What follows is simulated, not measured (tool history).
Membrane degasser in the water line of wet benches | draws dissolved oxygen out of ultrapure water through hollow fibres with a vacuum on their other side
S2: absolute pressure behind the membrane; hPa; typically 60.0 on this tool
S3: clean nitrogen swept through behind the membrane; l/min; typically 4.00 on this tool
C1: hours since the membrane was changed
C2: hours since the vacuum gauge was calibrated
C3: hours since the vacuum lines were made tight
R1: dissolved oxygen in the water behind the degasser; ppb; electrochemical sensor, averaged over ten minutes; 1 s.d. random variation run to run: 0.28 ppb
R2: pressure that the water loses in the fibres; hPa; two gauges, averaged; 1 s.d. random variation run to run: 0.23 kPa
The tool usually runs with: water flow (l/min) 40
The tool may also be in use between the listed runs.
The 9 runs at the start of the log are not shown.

{"run": 10, "hour": 231.7, "water flow (l/min)": 25, "S2": 60.0, "S3": 4.0, "C1": 746, "C2": 4708, "C3": 2306, "R1": 43.3, "R2": 355.3}
{"run": 11, "hour": 260.1, "water flow (l/min)": 25, "S2": 60.0, "S3": 2.34, "C1": 775, "C2": 4737, "C3": 2335, "R1": 71.3, "R2": 351.8}
{"run": 12, "hour": 301.6, "water flow (l/min)": 25, "S2": 60.0, "S3": 2.34, "C1": 816, "C2": 4778, "C3": 2376, "R1": 71.8, "R2": 356.2}
{"run": 13, "hour": 345.6, "water flow (l/min)": 40, "S2": 60.0, "S3": 4.0, "C1": 860, "C2": 4822, "C3": 2420, "R1": 70.6, "R2": 569.6}
{"hour": 365.3, "done": "vacuum gauge calibrated"}
{"run": 14, "hour": 387.4, "water flow (l/min)": 40, "S2": 60.0, "S3": 4.12, "C1": 901, "C2": 22, "C3": 2462, "R1": 68.5, "R2": 567.7}
{"run": 15, "hour": 411.9, "water flow (l/min)": 40, "S2": 60.0, "S3": 4.12, "C1": 926, "C2": 47, "C3": 2486, "R1": 69.1, "R2": 569.7}
{"run": 16, "hour": 451.3, "water flow (l/min)": 40, "S2": 60.0, "S3": 4.12, "C1": 965, "C2": 86, "C3": 2526, "R1": 68.8, "R2": 566.1}
{"run": 17, "hour": 497.1, "water flow (l/min)": 40, "S2": 60.0, "S3": 4.12, "C1": 1011, "C2": 132, "C3": 2571, "R1": 69.0, "R2": 568.3}
{"run": 18, "hour": 520.5, "water flow (l/min)": 43, "S2": 42.4, "S3": 9.16, "C1": 1034, "C2": 155, "C3": 2595, "R1": 17.4, "R2": 611.3}
{"run": 19, "hour": 544.7, "water flow (l/min)": 43, "S2": 42.4, "S3": 9.16, "C1": 1059, "C2": 179, "C3": 2619, "R1": 17.6, "R2": 614.0}
{"run": 20, "hour": 570.9, "water flow (l/min)": 34, "S2": 102.2, "S3": 5.26, "C1": 1085, "C2": 206, "C3": 2645, "R1": 111.3, "R2": 486.2}
{"run": 21, "hour": 616.3, "water flow (l/min)": 34, "S2": 102.2, "S3": 3.63, "C1": 1130, "C2": 251, "C3": 2690, "R1": 157.6, "R2": 484.8}
{"run": 22, "hour": 651.7, "water flow (l/min)": 31, "S2": 75.3, "S3": 2.07, "C1": 1166, "C2": 286, "C3": 2726, "R1": 150.7, "R2": 441.6}
{"run": 23, "hour": 694.0, "water flow (l/min)": 53, "S2": 40.7, "S3": 2.34, "C1": 1208, "C2": 329, "C3": 2768, "R1": 53.1, "R2": 754.7}
{"run": 24, "hour": 729.1, "water flow (l/min)": 58, "S2": 87.6, "S3": 2.79, "C1": 1243, "C2": 364, "C3": 2803, "R1": 264.7, "R2": 823.0}
{"run": 25, "hour": 773.2, "water flow (l/min)": 43, "S2": 42.9, "S3": 2.57, "C1": 1287, "C2": 408, "C3": 2847, "R1": 47.3, "R2": 610.1}
{"run": 26, "hour": 806.3, "water flow (l/min)": 43, "S2": 42.9, "S3": 2.57, "C1": 1320, "C2": 441, "C3": 2880, "R1": 47.2, "R2": 612.8}
{"run": 27, "hour": 841.5, "water flow (l/min)": 34, "S2": 60.0, "S3": 5.24, "C1": 1356, "C2": 476, "C3": 2916, "R1": 46.7, "R2": 484.4}
{"run": 28, "hour": 882.5, "water flow (l/min)": 34, "S2": 60.0, "S3": 3.87, "C1": 1396, "C2": 517, "C3": 2957, "R1": 61.8, "R2": 487.1}
{"run": 29, "hour": 926.0, "water flow (l/min)": 51, "S2": 133.7, "S3": 2.31, "C1": 1440, "C2": 561, "C3": 3000, "R1": 487.1, "R2": 728.2}
{"run": 30, "hour": 955.8, "water flow (l/min)": 51, "S2": 133.7, "S3": 2.31, "C1": 1470, "C2": 590, "C3": 3030, "R1": 486.8, "R2": 727.4}
{"run": 31, "hour": 999.8, "water flow (l/min)": 39, "S2": 52.8, "S3": 4.69, "C1": 1514, "C2": 635, "C3": 3074, "R1": 46.2, "R2": 555.7}
{"run": 32, "hour": 1019.1, "water flow (l/min)": 39, "S2": 52.8, "S3": 4.69, "C1": 1533, "C2": 654, "C3": 3093, "R1": 45.8, "R2": 555.6}

Branching from run 32: 3 alternative next runs. What would each branch give?
{"run": "A", "hour": 1042.7, "water flow (l/min)": 27, "S2": 41.5, "S3": 4.62, "C1": 1557, "C2": 677, "C3": 3117, "R1": "?", "R2": "?"}
{"run": "B", "hour": 1042.7, "water flow (l/min)": 40, "S2": 36.9, "S3": 6.26, "C1": 1557, "C2": 677, "C3": 3117, "R1": "?", "R2": "?"}
{"run": "C", "hour": 1042.7, "water flow (l/min)": 29, "S2": 41.0, "S3": 2.55, "C1": 1557, "C2": 677, "C3": 3117, "R1": "?", "R2": "?"}

run=A R1=15.0 R2=382.9
run=B R1=12.2 R2=567.8
run=C R1=26.0 R2=412.3
What these runs would have given with no unlogged condition in the tool:
run=A R1=14.8 R2=382.9
run=B R1=11.9 R2=567.7
run=C R1=25.5 R2=412.3
